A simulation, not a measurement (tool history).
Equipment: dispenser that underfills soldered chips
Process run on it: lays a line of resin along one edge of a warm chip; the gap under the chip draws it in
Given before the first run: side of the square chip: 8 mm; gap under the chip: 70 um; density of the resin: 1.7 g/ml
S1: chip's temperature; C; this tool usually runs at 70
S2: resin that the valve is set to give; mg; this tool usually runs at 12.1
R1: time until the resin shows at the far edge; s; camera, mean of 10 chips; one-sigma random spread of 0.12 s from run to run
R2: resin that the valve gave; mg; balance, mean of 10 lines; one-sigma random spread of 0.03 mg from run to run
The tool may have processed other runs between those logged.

Run 1, hour 0: usual settings. Result: R1 12.2 s, R2 11.78 mg.
Run 2, hour 2.7: usual settings. Result: R1 13 s, R2 11.84 mg.
At hour 5: new syringe of resin.
Run 3, hour 6.8: usual settings but S2 12.7 mg. Result: R1 11.6 s, R2 12.35 mg.
Run 4, hour 12.1: usual settings but S2 10.4 mg. Result: R1 13.3 s, R2 10.06 mg.
At hour 13: new syringe of resin.
Run 5, hour 17.9: usual settings. Result: R1 12.4 s, R2 11.73 mg.
At hour 21.4: new syringe of resin.
Run 6, hour 22: usual settings but S1 59 C, S2 10.3 mg. Result: R1 17.1 s, R2 9.91 mg.
Run 7, hour 25.8: usual settings but S1 59 C, S2 10.3 mg. Result: R1 18.7 s, R2 9.89 mg.
Run 8, hour 28.4: usual settings but S1 63 C, S2 10.9 mg. Result: R1 17.1 s, R2 10.48 mg.
At hour 29.4: new syringe of resin.
Run 9, hour 33.9: usual settings but S2 12.2 mg. Result: R1 12.6 s, R2 11.67 mg.
At hour 37.4: new syringe of resin.
Run 10, hour 38.7: usual settings but S1 77 C. Result: R1 9.3 s, R2 11.52 mg.

Alternative continuations, all from the tool just after run 10; predict every row:
Run A, hour 42.7: usual settings but S1 74 C, S2 10.4 mg. Result: R1 ?, R2 ?.
Run B, hour 42.7: usual settings but S1 77 C, S2 13.9 mg. Result: R1 ?, R2 ?.
Run C, hour 42.7: usual settings but S1 84 C, S2 10.3 mg. Result: R1 ?, R2 ?.
Run D, hour 42.7: usual settings but S2 13.5 mg. Result: R1 ?, R2 ?.
Run E, hour 42.7: usual settings but S1 84 C, S2 13.2 mg. Result: R1 ?, R2 ?.

run    R1     R2
  A  11.6   9.88
  B   9.9   13.2
  C   8.3   9.78
  D  12.4  12.82
  E   7.9  12.57
Without the tool's hidden state the same runs would have given:
run    R1     R2
  A  10.6   10.4
  B   9.2  13.89
  C   7.5  10.29
  D  11.5  13.49
  E   7.3  13.23
